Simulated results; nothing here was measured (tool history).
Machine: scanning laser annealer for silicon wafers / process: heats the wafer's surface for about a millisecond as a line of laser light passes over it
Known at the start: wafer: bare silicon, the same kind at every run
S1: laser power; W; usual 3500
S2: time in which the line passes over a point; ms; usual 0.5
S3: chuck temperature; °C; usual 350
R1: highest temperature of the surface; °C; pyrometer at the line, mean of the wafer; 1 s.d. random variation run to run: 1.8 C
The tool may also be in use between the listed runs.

run	hour	S1	S2	S3	R1
1	0	3500	0.5	350	1048
2	7.1	3500	0.5	350	1048
3	17.4	3500	0.5	350	1048
4	26.4	3500	0.5	382	1081
5	32.7	3535	0.5	350	1053
6	44.9	3500	0.429	350	989
7	53.8	3500	0.5	340	1035
8	61.8	3500	0.5	340	1034
9	72.7	3500	0.5	340	1041
10	85	3500	0.5	350	1048
11	94	3500	0.5	350	1044
12	107.6	3612	0.5	350	1062
13	115.8	3612	0.5	350	1064
14	124.8	3612	0.5	350	1069
15	137.8	3172	0.614	350	1056
16	144.5	3172	0.614	350	1057
# hour 150.6: optics aligned, line set to its width
17	158.7	3820	0.614	381	1228
18	171.9	3820	0.469	335	1056
19	180.6	3820	0.469	335	1054
20	190.5	3386	0.469	388	1023
21	196.2	3500	0.427	347	972
22	209.5	3500	0.375	353	930
23	217.2	3208	0.375	353	881
# hour 229.9: optics aligned, line set to its width, once more
24	233.8	3500	0.604	322	1104

Some steps in R1 between neighbouring runs. How much of each would the tool show without its hidden state too (settings, what came in, random variation), and how much is left for the hidden state, with any gauge scatter that isn't in both results?
The tool's hidden condition here consists of: light that passes the window, % of a clean one's; laser's true power over the reading, %; width of the line over the set one, %; drift of the gauge itself on peak_c, C.
Run 16 -> 17: S1 3172 -> 3820, S3 350 -> 381, optics aligned, line set to its width. R1 +171 °C: hidden state -14, all else +185.
Run 17 -> 18: S2 0.614 -> 0.469, S3 381 -> 335. R1 -172 °C: hidden state +5, all else -177.
Run 23 -> 24: S1 3208 -> 3500, S2 0.375 -> 0.604, S3 353 -> 322, optics aligned, line set to its width, once more. R1 +223 °C: hidden state +10, all else +213.
